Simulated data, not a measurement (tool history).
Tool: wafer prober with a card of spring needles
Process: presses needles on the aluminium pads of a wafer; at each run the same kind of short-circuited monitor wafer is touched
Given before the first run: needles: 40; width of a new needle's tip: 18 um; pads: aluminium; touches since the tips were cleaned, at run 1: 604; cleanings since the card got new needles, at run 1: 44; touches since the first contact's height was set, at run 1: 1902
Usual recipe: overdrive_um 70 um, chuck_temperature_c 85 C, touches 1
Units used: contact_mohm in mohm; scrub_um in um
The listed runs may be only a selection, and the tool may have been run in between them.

run	day	overdrive_um	chuck_temperature_c	touches	touches since the tips were cleaned	cleanings since the card got new needles	touches since the first contact's height was set	contact_mohm	scrub_um
1	0.000	70	85	1	604	44	1902	247	19.17
# day 0.312: tips cleaned on abrasive film
# day 0.621: tips cleaned on abrasive film
# day 1.008: tips cleaned on abrasive film
# day 1.396: tips cleaned on abrasive film
# day 1.783: tips cleaned on abrasive film
2	1.967	70	85	1	1549	49	18381	254	19.04
# day 2.121: tips cleaned on abrasive film
# day 2.433: tips cleaned on abrasive film
# day 2.821: tips cleaned on abrasive film
3	3.121	70	48	1	2552	52	28071	248	18.96
# day 3.204: tips cleaned on abrasive film
# day 3.588: tips cleaned on abrasive film
# day 3.975: tips cleaned on abrasive film
# day 4.288: tips cleaned on abrasive film
# day 4.675: tips cleaned on abrasive film
4	4.833	70	48	1	1335	57	42388	242	19.01
# day 4.992: tips cleaned on abrasive film
# day 5.375: tips cleaned on abrasive film
# day 5.688: tips cleaned on abrasive film
# day 6.075: tips cleaned on abrasive film
5	6.267	70	48	1	1619	61	54398	244	18.88
# day 6.421: tips cleaned on abrasive film
# day 6.733: tips cleaned on abrasive film
# day 7.046: tips cleaned on abrasive film
# day 7.429: tips cleaned on abrasive film
6	7.562	70	56	1	1117	65	65251	241	18.66
# day 7.796: tips cleaned on abrasive film
# day 8.108: tips cleaned on abrasive film
# day 8.496: tips cleaned on abrasive film
7	8.725	82	56	1	1945	68	74985	240	21.99
# day 8.883: tips cleaned on abrasive film
# day 9.267: tips cleaned on abrasive film
# day 9.654: tips cleaned on abrasive film
# day 9.967: tips cleaned on abrasive film
# day 10.354: tips cleaned on abrasive film
# day 10.662: tips cleaned on abrasive film
# day 10.992: tips cleaned on abrasive film
8	10.992	84	85	1	0	75	93966	244	22.36
# day 11.379: tips cleaned on abrasive film
# day 11.767: tips cleaned on abrasive film
# day 12.154: tips cleaned on abrasive film
# day 12.467: tips cleaned on abrasive film
# day 12.775: tips cleaned on abrasive film
9	12.792	70	36	1	133	80	109029	233	18.45
# day 13.100: tips cleaned on abrasive film
# day 13.488: tips cleaned on abrasive film
# day 13.875: tips cleaned on abrasive film
# day 14.188: tips cleaned on abrasive film
10	14.188	70	36	1	0	84	120735	229	18.40
# day 14.500: tips cleaned on abrasive film
# day 14.812: tips cleaned on abrasive film
# day 15.200: tips cleaned on abrasive film
# day 15.508: tips cleaned on abrasive film
# day 15.829: height of the first contact set anew
# day 15.908: tips cleaned on abrasive film
11	16.188	70	36	1	2354	89	3004	247	17.87
# day 16.267: tips cleaned on abrasive film
# day 16.654: tips cleaned on abrasive film
# day 17.042: tips cleaned on abrasive film
# day 17.429: tips cleaned on abrasive film
# day 17.817: tips cleaned on abrasive film
# day 18.204: tips cleaned on abrasive film
12	18.500	70	36	1	2516	95	22397	247	17.84
# day 18.579: tips cleaned on abrasive film
# day 18.892: tips cleaned on abrasive film
# day 19.279: tips cleaned on abrasive film
# day 19.588: tips cleaned on abrasive film
13	19.846	70	85	2	2159	99	33645	253	17.76
# day 19.925: tips cleaned on abrasive film
# day 20.312: tips cleaned on abrasive film
# day 20.621: tips cleaned on abrasive film
# day 21.008: tips cleaned on abrasive film
# day 21.396: tips cleaned on abrasive film
14	21.675	62	54	1	2357	104	48986	257	15.63
# day 21.754: tips cleaned on abrasive film
# day 22.067: tips cleaned on abrasive film
# day 22.454: tips cleaned on abrasive film
# day 22.842: tips cleaned on abrasive film
# day 23.150: tips cleaned on abrasive film
# day 23.538: tips cleaned on abrasive film
15	23.696	62	54	1	1343	110	65908	249	15.39
# day 23.854: tips cleaned on abrasive film
# day 24.167: tips cleaned on abrasive film
# day 24.550: tips cleaned on abrasive film
# day 24.938: tips cleaned on abrasive film
16	25.000	62	54	1	525	114	76819	246	15.31
# day 25.312: tips cleaned on abrasive film
# day 25.700: tips cleaned on abrasive film
# day 26.088: tips cleaned on abrasive film
17	26.375	70	35	3	2433	117	88339	241	17.50
# day 26.454: tips cleaned on abrasive film
# day 26.842: tips cleaned on abrasive film
# day 27.229: tips cleaned on abrasive film
# day 27.604: tips cleaned on abrasive film
18	27.604	59	85	2	0	121	98615	246	14.44
# day 27.912: tips cleaned on abrasive film
# day 28.300: tips cleaned on abrasive film
# day 28.588: height of the first contact set anew, once more
19	28.588	59	85	2	2344	123	0	258	16.20
# day 28.671: tips cleaned on abrasive film
# day 29.058: tips cleaned on abrasive film
# day 29.446: tips cleaned on abrasive film
# day 29.833: tips cleaned on abrasive film
# day 30.217: tips cleaned on abrasive film
# day 30.538: tips cleaned on abrasive film
20	30.538	56	72	2	0	129	16303	245	15.26
# day 30.925: tips cleaned on abrasive film
# day 31.312: tips cleaned on abrasive film
# day 31.700: tips cleaned on abrasive film
# day 32.088: tips cleaned on abrasive film
21	32.333	56	72	2	2093	133	31374	254	15.08
# day 32.412: tips cleaned on abrasive film
# day 32.725: tips cleaned on abrasive film
# day 33.033: tips cleaned on abrasive film
# day 33.421: tips cleaned on abrasive film
# day 33.733: tips cleaned on abrasive film
# day 34.121: tips cleaned on abrasive film
22	34.342	70	26	2	1877	139	48181	236	18.75
# day 34.500: tips cleaned on abrasive film
# day 34.888: tips cleaned on abrasive film
# day 35.196: tips cleaned on abrasive film
# day 35.583: tips cleaned on abrasive film
# day 35.971: tips cleaned on abrasive film
# day 36.279: tips cleaned on abrasive film
23	36.367	76	46	1	714	145	65123	239	20.34
# day 36.600: tips cleaned on abrasive film
# day 36.988: tips cleaned on abrasive film
# day 37.375: tips cleaned on abrasive film
# day 37.683: tips cleaned on abrasive film
# day 38.071: tips cleaned on abrasive film
24	38.304	87	60	2	1959	150	81362	239	23.36

3 options for the next run, each taken on its own from the tool as it stands now. Forecast them:
# day 38.383: tips cleaned on abrasive film
# day 38.771: tips cleaned on abrasive film
# day 39.158: tips cleaned on abrasive film
# day 39.546: tips cleaned on abrasive film
# day 40.046: card fitted with new needles
# day 40.433: tips cleaned on abrasive film
A	40.600	56	42	1	1442	1	4687	?	?
# day 38.383: tips cleaned on abrasive film
# day 38.771: tips cleaned on abrasive film
# day 39.158: tips cleaned on abrasive film
# day 39.546: tips cleaned on abrasive film
# day 40.046: card fitted with new needles
# day 40.433: tips cleaned on abrasive film
B	40.600	63	78	2	1442	1	4687	?	?
# day 38.383: tips cleaned on abrasive film
# day 38.771: tips cleaned on abrasive film
# day 39.158: tips cleaned on abrasive film
# day 39.546: tips cleaned on abrasive film
# day 40.046: card fitted with new needles
# day 40.433: tips cleaned on abrasive film
C	40.600	70	43	2	1442	1	4687	?	?

run	contact_mohm	scrub_um
A	245	15.26
B	247	17.26
C	235	19.07
With no hidden state in the tool, these same runs would have given:
run	contact_mohm	scrub_um
A	232	15.28
B	241	17.28
C	229	19.09

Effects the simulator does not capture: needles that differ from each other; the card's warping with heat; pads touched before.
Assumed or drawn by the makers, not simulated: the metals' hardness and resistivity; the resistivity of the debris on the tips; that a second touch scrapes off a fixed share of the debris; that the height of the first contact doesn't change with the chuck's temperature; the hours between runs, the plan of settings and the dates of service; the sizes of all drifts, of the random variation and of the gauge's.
